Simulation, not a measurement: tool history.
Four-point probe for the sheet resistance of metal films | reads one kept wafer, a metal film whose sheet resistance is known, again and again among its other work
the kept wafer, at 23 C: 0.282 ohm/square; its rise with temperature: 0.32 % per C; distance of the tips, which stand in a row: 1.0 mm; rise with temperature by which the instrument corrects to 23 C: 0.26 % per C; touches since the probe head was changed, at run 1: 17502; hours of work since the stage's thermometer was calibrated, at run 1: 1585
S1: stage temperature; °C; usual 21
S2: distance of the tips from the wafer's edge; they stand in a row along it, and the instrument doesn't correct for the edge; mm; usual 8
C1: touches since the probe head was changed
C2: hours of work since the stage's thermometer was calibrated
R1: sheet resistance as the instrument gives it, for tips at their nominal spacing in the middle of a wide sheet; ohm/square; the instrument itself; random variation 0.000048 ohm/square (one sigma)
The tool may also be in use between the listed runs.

{"run": 1, "hour": 0.0, "S1": 21, "S2": 8, "C1": 17502, "C2": 1585, "R1": 0.284706}
{"run": 2, "hour": 37.3, "S1": 21, "S2": 8, "C1": 18220, "C2": 1601, "R1": 0.284767}
{"run": 3, "hour": 72.3, "S1": 21, "S2": 8, "C1": 18894, "C2": 1616, "R1": 0.284746}
{"run": 4, "hour": 109.1, "S1": 21, "S2": 8, "C1": 19603, "C2": 1631, "R1": 0.284691}
{"run": 5, "hour": 138.4, "S1": 21, "S2": 8, "C1": 20167, "C2": 1644, "R1": 0.284694}
{"run": 6, "hour": 177.2, "S1": 21, "S2": 8, "C1": 20914, "C2": 1661, "R1": 0.284725}
{"hour": 180.6, "done": "stage's thermometer calibrated"}
{"run": 7, "hour": 200.9, "S1": 21, "S2": 8, "C1": 21361, "C2": 9, "R1": 0.284725}
{"run": 8, "hour": 218.7, "S1": 24, "S2": 8, "C1": 21703, "C2": 16, "R1": 0.285176}
{"run": 9, "hour": 235.3, "S1": 24, "S2": 8, "C1": 22022, "C2": 24, "R1": 0.285151}
{"run": 10, "hour": 258.0, "S1": 24, "S2": 8, "C1": 22460, "C2": 33, "R1": 0.285152}
{"run": 11, "hour": 280.6, "S1": 24, "S2": 70, "C1": 22894, "C2": 43, "R1": 0.28281}
{"hour": 294.5, "done": "stage's thermometer calibrated, once more"}
{"run": 12, "hour": 313.4, "S1": 24, "S2": 70, "C1": 23515, "C2": 8, "R1": 0.283432}
{"run": 13, "hour": 344.9, "S1": 24, "S2": 70, "C1": 24122, "C2": 22, "R1": 0.283468}
{"run": 14, "hour": 362.4, "S1": 28, "S2": 18, "C1": 24460, "C2": 29, "R1": 0.284479}
{"run": 15, "hour": 398.6, "S1": 33, "S2": 6, "C1": 25156, "C2": 45, "R1": 0.288993}
{"run": 16, "hour": 420.4, "S1": 29, "S2": 7, "C1": 25576, "C2": 54, "R1": 0.287359}
{"run": 17, "hour": 445.7, "S1": 21, "S2": 5, "C1": 26063, "C2": 65, "R1": 0.28897}
{"run": 18, "hour": 478.2, "S1": 32, "S2": 10, "C1": 26687, "C2": 79, "R1": 0.286256}
{"run": 19, "hour": 510.8, "S1": 26, "S2": 10, "C1": 27315, "C2": 93, "R1": 0.285363}

Measured less the same run without the tool's hidden state. The same run-to-run variation is in both; the gauge's scatter may not be:
The hidden state here: inner tips' distance over the nominal, %; tips' flats over new ones', %; wafer's true temperature over the reading, C; drift of the gauge itself on sheet_ohm, %.
run=1 R1=+0.000700
run=2 R1=+0.000702
run=3 R1=+0.000704
run=4 R1=+0.000705
run=5 R1=+0.000707
run=6 R1=+0.000709
run=7 R1=+0.000598
run=8 R1=+0.000607
run=9 R1=+0.000608
run=10 R1=+0.000608
run=11 R1=+0.000605
run=12 R1=+0.001273
run=13 R1=+0.001275
run=14 R1=+0.001281
run=15 R1=+0.001302
run=16 R1=+0.001295
run=17 R1=+0.001302
run=18 R1=+0.001295
run=19 R1=+0.001292
